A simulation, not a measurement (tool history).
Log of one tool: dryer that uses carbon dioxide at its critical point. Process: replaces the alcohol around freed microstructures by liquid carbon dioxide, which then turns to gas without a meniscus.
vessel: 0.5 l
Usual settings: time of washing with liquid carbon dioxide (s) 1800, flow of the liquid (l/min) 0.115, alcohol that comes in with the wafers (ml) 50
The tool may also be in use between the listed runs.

run	hour	time of washing with liquid carbon dioxide (s)	flow of the liquid (l/min)	alcohol that comes in with the wafers (ml)	alcohol left in the vessel before it's heated (ppm by volume)
1	0	1800	0.115	50	315
2	10.5	1800	0.11	50	426
3	21.6	1800	0.11	50	434
4	35.4	1800	0.11	50	429
5	47.8	1800	0.11	50	433
# hour 56: inlet filter changed
6	56.2	2760	0.115	50	26
7	68.7	2040	0.179	24	30
8	85	2040	0.179	44	29
9	98.9	2040	0.074	44	1388
10	116.1	2040	0.074	44	1381
11	133.5	1080	0.079	50	8938

Forecast each of these 5 alternatives for the next run:
A	150.2	1140	0.079	72	?
B	150.2	1740	0.179	29	?
C	150.2	1080	0.091	39	?
D	150.2	1260	0.088	46	?
E	150.2	1140	0.095	68	?

run	alcohol left in the vessel before it's heated (ppm by volume)
A	11925
B	31
C	4987
D	4303
E	6491
Without the tool's hidden state the same runs would have given:
run	alcohol left in the vessel before it's heated (ppm by volume)
A	11313
B	0
C	4690
D	4014
E	6077
